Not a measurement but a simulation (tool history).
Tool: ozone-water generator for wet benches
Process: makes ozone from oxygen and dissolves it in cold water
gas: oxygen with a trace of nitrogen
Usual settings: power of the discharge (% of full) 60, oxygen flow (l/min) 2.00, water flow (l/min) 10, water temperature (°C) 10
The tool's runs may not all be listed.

| run | hour | power of the discharge (% of full) | oxygen flow (l/min) | water flow (l/min) | water temperature (°C) | dissolved ozone (ppm) | ozone in the gas ahead of the water (g/m3) |
|---|---|---|---|---|---|---|---|
| 1 | 0.0 | 60 | 2.00 | 10 | 10 | 27.7 | 249.7 |
| 2 | 37.0 | 60 | 2.00 | 10 | 10 | 27.5 | 247.1 |
| 3 | 63.4 | 60 | 2.53 | 10 | 10 | 27.7 | 214.7 |
| 4 | 93.4 | 60 | 1.02 | 10 | 10 | 25.5 | 375.5 |
| 5 | 124.9 | 60 | 1.02 | 10 | 10 | 25.2 | 374.3 |
| 6 | 143.3 | 77 | 2.00 | 10 | 10 | 33.0 | 296.2 |
| 7 | 158.6 | 77 | 2.00 | 10 | 10 | 33.0 | 295.4 |
| 8 | 187.2 | 77 | 2.00 | 10 | 5 | 34.8 | 295.8 |
| 9 | 218.9 | 77 | 2.00 | 10 | 5 | 34.5 | 293.4 |
| 10 | 255.5 | 60 | 2.00 | 10 | 6 | 28.4 | 246.2 |
| 11 | 283.2 | 88 | 2.00 | 10 | 6 | 37.5 | 325.0 |
| 12 | 317.0 | 88 | 2.00 | 10 | 6 | 37.7 | 326.3 |
| 13 | 341.9 | 88 | 2.00 | 10 | 6 | 37.5 | 324.0 |
| 14 | 378.0 | 60 | 1.68 | 10 | 10 | 27.4 | 275.2 |
| 15 | 405.2 | 60 | 1.68 | 10 | 10 | 27.3 | 272.4 |
|  | 414.1 | water thermometer calibrated |
| 16 | 438.9 | 60 | 2.00 | 10 | 10 | 27.5 | 247.7 |

Run 17 comes next. What will it give?
| 17 | 465.9 | 60 | 2.00 | 10 | 15 | ? | ? |

dissolved ozone (ppm): 26.0
ozone in the gas ahead of the water (g/m3): 246.3
Without the tool's hidden state the same run would have given dissolved ozone (ppm) 26.7, ozone in the gas ahead of the water (g/m3) 248.2.
